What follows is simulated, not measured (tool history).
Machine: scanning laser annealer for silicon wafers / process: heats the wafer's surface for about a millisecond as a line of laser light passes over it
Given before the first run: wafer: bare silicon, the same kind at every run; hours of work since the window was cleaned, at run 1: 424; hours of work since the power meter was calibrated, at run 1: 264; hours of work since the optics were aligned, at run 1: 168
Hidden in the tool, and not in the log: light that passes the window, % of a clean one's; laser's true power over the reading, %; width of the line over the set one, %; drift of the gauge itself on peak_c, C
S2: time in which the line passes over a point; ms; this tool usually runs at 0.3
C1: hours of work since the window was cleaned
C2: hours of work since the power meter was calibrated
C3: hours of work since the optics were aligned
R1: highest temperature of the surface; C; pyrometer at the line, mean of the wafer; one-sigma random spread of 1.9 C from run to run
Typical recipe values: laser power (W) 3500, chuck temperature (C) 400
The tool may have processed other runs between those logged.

Run 1, hour 0: usual settings; C1 424; C2 264; C3 168. Result: R1 1095 C.
Run 2, hour 14.7: usual settings but S2 0.243 ms; C1 434; C2 274; C3 178. Result: R1 1024 C.
Run 3, hour 23.6: usual settings but S2 0.243 ms; C1 439; C2 280; C3 184. Result: R1 1027 C.
Run 4, hour 34.7: usual settings but laser power (W) 3674, S2 0.243 ms; C1 447; C2 287; C3 191. Result: R1 1056 C.
Run 5, hour 45.4: usual settings but laser power (W) 3674, S2 0.243 ms; C1 454; C2 294; C3 198. Result: R1 1050 C.
Run 6, hour 54.5: usual settings but laser power (W) 3674, S2 0.243 ms; C1 459; C2 300; C3 204. Result: R1 1054 C.
Run 7, hour 68.1: usual settings; C1 468; C2 308; C3 212. Result: R1 1095 C.
Run 8, hour 77.5: usual settings but S2 0.374 ms; C1 474; C2 315; C3 218. Result: R1 1169 C.
Run 9, hour 91.1: usual settings but S2 0.374 ms; C1 483; C2 323; C3 227. Result: R1 1168 C.
Run 10, hour 99.5: usual settings but S2 0.282 ms; C1 489; C2 329; C3 233. Result: R1 1069 C.
Run 11, hour 114.4: usual settings but S2 0.282 ms; C1 498; C2 338; C3 242. Result: R1 1072 C.
Run 12, hour 121.8: usual settings but S2 0.282 ms; C1 503; C2 343; C3 247. Result: R1 1071 C.
Run 13, hour 133.7: usual settings but laser power (W) 3710, S2 0.216 ms; C1 511; C2 351; C3 255. Result: R1 1025 C.
Run 14, hour 145.4: usual settings but laser power (W) 3516; C1 518; C2 358; C3 262. Result: R1 1091 C.
Run 15, hour 159.9: usual settings but laser power (W) 3516; C1 528; C2 368; C3 272. Result: R1 1092 C.
Run 16, hour 174.7: usual settings but laser power (W) 3146, S2 0.289 ms, chuck temperature (C) 380; C1 537; C2 377; C3 281. Result: R1 995 C.
Run 17, hour 184.7: usual settings but laser power (W) 3146, S2 0.289 ms, chuck temperature (C) 380; C1 544; C2 384; C3 288. Result: R1 993 C.
Run 18, hour 197.2: usual settings but laser power (W) 3431, S2 0.277 ms, chuck temperature (C) 364; C1 552; C2 392; C3 296. Result: R1 1013 C.
Run 19, hour 211.7: usual settings but S2 0.282 ms; C1 561; C2 401; C3 305. Result: R1 1066 C.
Run 20, hour 226: usual settings but S2 0.282 ms; C1 570; C2 410; C3 314. Result: R1 1064 C.
Run 21, hour 239.2: usual settings but laser power (W) 3226, S2 0.251 ms; C1 579; C2 419; C3 323. Result: R1 987 C.
Run 22, hour 252.6: usual settings but laser power (W) 3058, S2 0.267 ms, chuck temperature (C) 389; C1 587; C2 428; C3 332. Result: R1 961 C.
Run 23, hour 260.2: usual settings but laser power (W) 3058, S2 0.267 ms, chuck temperature (C) 389; C1 592; C2 433; C3 336. Result: R1 961 C.

Forecast each of these 5 alternatives for the next run:
Run A, hour 268.1: usual settings but laser power (W) 3058, S2 0.223 ms, chuck temperature (C) 389; C1 597; C2 438; C3 342. Result: R1 ?.
Run B, hour 268.1: usual settings but laser power (W) 3058, S2 0.224 ms, chuck temperature (C) 384; C1 597; C2 438; C3 342. Result: R1 ?.
Run C, hour 268.1: usual settings but laser power (W) 3314, S2 0.267 ms, chuck temperature (C) 389; C1 597; C2 438; C3 342. Result: R1 ?.
Run D, hour 268.1: usual settings but laser power (W) 3457, S2 0.282 ms, chuck temperature (C) 389; C1 597; C2 438; C3 342. Result: R1 ?.
Run E, hour 268.1: usual settings but laser power (W) 3249, S2 0.27 ms, chuck temperature (C) 435; C1 597; C2 438; C3 342. Result: R1 ?.

run    R1
  A   916
  B   911
  C  1006
  D  1045
  E  1044
Without the tool's unlogged condition, the same runs would have read:
run    R1
  A   939
  B   934
  C  1034
  D  1074
  E  1071
